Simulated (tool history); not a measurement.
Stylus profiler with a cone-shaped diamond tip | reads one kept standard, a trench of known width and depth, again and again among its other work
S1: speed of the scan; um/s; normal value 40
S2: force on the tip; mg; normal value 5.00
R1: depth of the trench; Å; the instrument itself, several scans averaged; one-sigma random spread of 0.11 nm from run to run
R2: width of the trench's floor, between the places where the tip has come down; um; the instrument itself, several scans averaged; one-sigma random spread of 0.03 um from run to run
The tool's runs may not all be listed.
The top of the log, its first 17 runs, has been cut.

run    hour  S1    S2      R1     R2
 18  1292.8  12  5.00  2025.4  17.96
 19  1339.1  68  5.00  2025.8  17.74
 20  1428.7  68  5.00  2027.4  17.76
 21  1491.0  68  5.00  2026.7  17.77
 22  1588.3  10  5.00  2027.9  17.98
 23  1680.3  32  1.82  2015.0  17.81
 24  1770.9  11  8.52  2037.2  17.99
 25  1857.9  11  8.52  2037.6  17.98
 26  1933.2  55  6.53  2031.8  17.86

For run 27, what comes out?
 27  2020.4  48  9.12   ?   ?

{"run 27": {"R1": 2040.5, "R2": 17.88}}
With the hidden condition absent and the run-to-run variation left alone, this run would have shown R1 2040.5 Å, R2 17.90 um.
